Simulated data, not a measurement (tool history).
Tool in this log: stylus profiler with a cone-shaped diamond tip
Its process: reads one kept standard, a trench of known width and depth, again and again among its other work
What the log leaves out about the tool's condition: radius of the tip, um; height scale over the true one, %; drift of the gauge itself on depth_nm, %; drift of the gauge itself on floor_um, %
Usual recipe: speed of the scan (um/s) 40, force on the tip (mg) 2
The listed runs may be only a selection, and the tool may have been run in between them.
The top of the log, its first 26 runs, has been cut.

run      day  speed of the scan (um/s)  force on the tip (mg)  scans with this tip  hours of work since the height scale was calibrated  depth of the trench (nm)  width of the trench's floor (nm)
 27   89.079                        43                   0.82                13585                                                 1398                    504.48                             46280
 28   92.521                        69                   0.73                14178                                                 1459                    504.49                             45910
 29   95.525                        32                   4.48                14695                                                 1512                    508.35                             46500
 30   99.296                        19                   3.23                15345                                                 1579                    507.54                             46530
      99.583  -- height scale calibrated on a step standard
 31  102.788                        14                   1.44                15942                                                   57                    502.74                             46460
 32  106.625                        14                   1.72                16603                                                  125                    503.24                             46440
 33  109.746                        13                   0.95                17141                                                  180                    502.54                             46380
 34  113.017                        12                   2.57                17704                                                  238                    504.49                             46370
 35  115.167                        20                   5.96                18075                                                  276                    507.58                             46380
 36  118.029                        20                   5.96                18568                                                  327                     507.7                             46320
     120.088  -- new tip fitted, height scale calibrated
 37  121.433                        14                   0.68                  232                                                   24                    501.68                             47160
 38  123.988                       143                   4.12                  671                                                   69                    505.51                             46630
 39  128.075                       140                   2.06                 1376                                                  142                    503.73                             46330
 40  131.008                        44                   2.06                 1880                                                  194                    503.77                             46890
 41  133.988                        44                   2.06                 2393                                                  246                     503.8                             46990
 42  135.988                        44                   2.06                 2738                                                  282                    503.97                             46880

Branching from run 42: 5 alternative next runs. What would each branch give?
  A  140.125                        44                    4.8                 3451                                                  355                         ?                                 ?
  B  140.125                        29                   0.69                 3451                                                  355                         ?                                 ?
  C  140.125                        52                   1.36                 3451                                                  355                         ?                                 ?
  D  140.125                        32                   1.62                 3451                                                  355                         ?                                 ?
  E  140.125                       121                   3.13                 3451                                                  355                         ?                                 ?

run  depth of the trench (nm)  width of the trench's floor (nm)
  A                    506.98                             46940
  B                    502.11                             46760
  C                    503.34                             46730
  D                    503.55                             46910
  E                    505.26                             46460
Take away the tool's hidden state, keep each run's random variation, and the runs would have read:
run  depth of the trench (nm)  width of the trench's floor (nm)
  A                    506.35                             47180
  B                    501.49                             47000
  C                    502.72                             46980
  D                    502.93                             47150
  E                    504.64                             46700
